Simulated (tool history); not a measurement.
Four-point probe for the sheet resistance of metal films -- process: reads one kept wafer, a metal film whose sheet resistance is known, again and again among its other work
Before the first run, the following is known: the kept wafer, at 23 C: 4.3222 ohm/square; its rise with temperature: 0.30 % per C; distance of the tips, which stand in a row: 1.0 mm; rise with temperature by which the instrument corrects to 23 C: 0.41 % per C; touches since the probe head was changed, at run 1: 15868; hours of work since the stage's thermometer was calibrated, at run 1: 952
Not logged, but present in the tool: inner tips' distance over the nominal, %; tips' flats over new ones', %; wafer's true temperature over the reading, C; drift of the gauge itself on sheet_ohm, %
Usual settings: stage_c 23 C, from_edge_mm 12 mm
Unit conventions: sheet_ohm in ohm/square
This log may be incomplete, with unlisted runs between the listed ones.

run   hour  stage_c  from_edge_mm  touches since the probe head was changed  hours of work since the stage's thermometer was calibrated  sheet_ohm
  1    0.0       23            12                                     15868                                                         952   4.321595
  2   14.0       23            12                                     16616                                                         963   4.320141
  3   25.9       23            12                                     17256                                                         972   4.321354
  4   39.4       23            52                                     17977                                                         982   4.305094
  5   57.6       23            52                                     18954                                                         996   4.304545
  6   74.9       23            52                                     19883                                                        1009   4.306396
  7   92.0       23            40                                     20798                                                        1022   4.305705
  8  110.2       23            12                                     21775                                                        1036   4.319384
  9  120.9       23            12                                     22347                                                        1044   4.319160
 10  132.0       23            12                                     22941                                                        1052   4.319664
 11  144.9       23            12                                     23633                                                        1062   4.318760
     147.4  -- stage's thermometer calibrated
 12  162.8       23            12                                     24565                                                          12   4.318443
 13  178.2       23            12                                     25392                                                          23   4.317247
 14  198.3       23            12                                     26467                                                          39   4.317712
 15  209.0       23            12                                     27040                                                          47   4.316054
 16  227.1       20             8                                     28011                                                          61   4.351691
 17  239.8       28            12                                     28693                                                          70   4.293063
 18  249.1       28            12                                     29188                                                          77   4.292679
 19  267.9       19            52                                     30200                                                          92   4.321368
     274.3  -- stage's thermometer calibrated, once more
 20  288.7       34            15                                     31288                                                          11   4.263048
 21  302.9       34            15                                     32045                                                          22   4.262802
 22  319.0       34            15                                     32910                                                          34   4.260313
 23  339.5       33            15                                     34007                                                          49   4.266380
 24  348.7       29            72                                     34503                                                          56   4.274443
 25  359.8       29            72                                     35094                                                          65   4.276273
 26  368.9       34             5                                     35586                                                          72   4.341867
 27  382.8       28            10                                     36329                                                          82   4.303054
 28  399.7       25            31                                     37231                                                          95   4.296140
 29  420.0       27             9                                     38323                                                         111   4.311605
 30  440.4       23             3                                     39417                                                         126   4.545368

Alternative continuations, all from the tool just after run 30; predict every row:
  A  449.3       23            28                                     39894                                                         133          ?
  B  449.3       28            48                                     39894                                                         133          ?
  C  449.3       23             5                                     39894                                                         133          ?

run  sheet_ohm
  A   4.305714
  B   4.281550
  C   4.394693
Without the tool's hidden state the same runs would have given:
run  sheet_ohm
  A   4.325225
  B   4.300945
  C   4.414577

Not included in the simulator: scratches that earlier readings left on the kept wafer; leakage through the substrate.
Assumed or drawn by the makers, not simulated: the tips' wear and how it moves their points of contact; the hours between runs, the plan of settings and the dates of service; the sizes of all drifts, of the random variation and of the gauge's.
